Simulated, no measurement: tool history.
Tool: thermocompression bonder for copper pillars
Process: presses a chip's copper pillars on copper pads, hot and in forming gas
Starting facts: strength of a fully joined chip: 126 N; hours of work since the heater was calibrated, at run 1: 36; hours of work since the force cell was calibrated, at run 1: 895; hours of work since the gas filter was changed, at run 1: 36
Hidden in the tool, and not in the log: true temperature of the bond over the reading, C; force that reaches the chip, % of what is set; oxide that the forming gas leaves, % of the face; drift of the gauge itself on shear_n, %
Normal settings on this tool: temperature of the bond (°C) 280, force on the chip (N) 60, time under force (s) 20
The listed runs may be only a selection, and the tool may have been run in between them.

| run | hour | temperature of the bond (°C) | force on the chip (N) | time under force (s) | hours of work since the heater was calibrated | hours of work since the force cell was calibrated | hours of work since the gas filter was changed | force that shears a chip off (N) |
|---|---|---|---|---|---|---|---|---|
| 1 | 0.0 | 280 | 60 | 20 | 36 | 895 | 36 | 69.7 |
| 2 | 23.0 | 280 | 60 | 20 | 50 | 909 | 50 | 69.7 |
| 3 | 38.8 | 280 | 60 | 20 | 59 | 919 | 59 | 69.6 |
| 4 | 55.0 | 307 | 60 | 20 | 69 | 928 | 69 | 92.0 |
| 5 | 77.8 | 280 | 60 | 29 | 83 | 942 | 83 | 77.9 |
| 6 | 110.7 | 280 | 60 | 29 | 103 | 962 | 103 | 78.2 |
| 7 | 141.5 | 280 | 60 | 20 | 122 | 981 | 122 | 68.7 |
| 8 | 156.9 | 280 | 60 | 20 | 131 | 991 | 131 | 67.9 |
| 9 | 177.7 | 280 | 60 | 20 | 144 | 1003 | 144 | 67.6 |
| 10 | 193.4 | 280 | 60 | 20 | 154 | 1013 | 154 | 66.6 |
| 11 | 216.0 | 280 | 60 | 20 | 167 | 1027 | 167 | 67.3 |
| 12 | 246.5 | 280 | 60 | 20 | 186 | 1045 | 186 | 68.0 |
| 13 | 280.0 | 280 | 60 | 20 | 206 | 1066 | 206 | 67.8 |
| 14 | 302.1 | 280 | 60 | 20 | 220 | 1079 | 220 | 66.5 |
| 15 | 336.7 | 259 | 60 | 20 | 241 | 1100 | 241 | 50.4 |
| 16 | 368.0 | 280 | 60 | 20 | 260 | 1119 | 260 | 66.4 |
| 17 | 386.5 | 280 | 60 | 20 | 271 | 1131 | 271 | 68.1 |
| 18 | 414.8 | 280 | 60 | 20 | 289 | 1148 | 289 | 66.8 |
| 19 | 438.0 | 280 | 77 | 54 | 303 | 1162 | 303 | 97.2 |
| 20 | 470.3 | 301 | 64 | 27 | 322 | 1182 | 322 | 93.8 |
| 21 | 491.3 | 280 | 60 | 37 | 335 | 1195 | 335 | 78.3 |
| 22 | 510.1 | 299 | 64 | 37 | 347 | 1206 | 347 | 97.8 |
| 23 | 542.1 | 267 | 69 | 37 | 366 | 1226 | 366 | 73.5 |
| 24 | 564.3 | 285 | 88 | 44 | 380 | 1239 | 380 | 103.6 |
| 25 | 597.9 | 285 | 88 | 44 | 400 | 1260 | 400 | 103.4 |
| 26 | 618.9 | 280 | 63 | 55 | 413 | 1272 | 413 | 88.5 |
| 27 | 633.7 | 255 | 45 | 21 | 422 | 1281 | 422 | 36.1 |
|  | 651.6 | forming gas filter changed |
| 28 | 664.1 | 280 | 60 | 15 | 440 | 1300 | 8 | 60.6 |
| 29 | 689.4 | 280 | 73 | 54 | 456 | 1315 | 23 | 99.9 |
| 30 | 708.1 | 299 | 45 | 28 | 467 | 1326 | 34 | 76.7 |
| 31 | 740.0 | 265 | 45 | 28 | 487 | 1346 | 54 | 50.8 |
|  | 771.5 | force cell calibrated |
| 32 | 773.0 | 265 | 45 | 28 | 506 | 1 | 73 | 46.0 |
| 33 | 793.6 | 265 | 52 | 28 | 518 | 13 | 86 | 52.2 |
| 34 | 822.5 | 281 | 89 | 38 | 536 | 31 | 103 | 96.6 |
| 35 | 838.6 | 281 | 89 | 38 | 546 | 41 | 113 | 96.9 |

Subtracting, for every run, the result it would have given without the tool's unlogged condition from the measured result gives the following. The same run-to-run variation enters both numbers; the gauge's scatter may not:
| run | force that shears a chip off (N) |
|---|---|
| 1 | +0.9 |
| 2 | +0.8 |
| 3 | +0.6 |
| 4 | +0.5 |
| 5 | +0.3 |
| 6 | +0.0 |
| 7 | -0.2 |
| 8 | -0.3 |
| 9 | -0.4 |
| 10 | -0.6 |
| 11 | -0.7 |
| 12 | -0.9 |
| 13 | -1.2 |
| 14 | -1.4 |
| 15 | -1.4 |
| 16 | -1.9 |
| 17 | -2.0 |
| 18 | -2.3 |
| 19 | -3.5 |
| 20 | -3.6 |
| 21 | -3.4 |
| 22 | -4.1 |
| 23 | -3.8 |
| 24 | -5.0 |
| 25 | -5.4 |
| 26 | -4.9 |
| 27 | -2.5 |
| 28 | -0.7 |
| 29 | -1.0 |
| 30 | -0.9 |
| 31 | -1.3 |
| 32 | -4.0 |
| 33 | -4.6 |
| 34 | -5.0 |
| 35 | -5.2 |
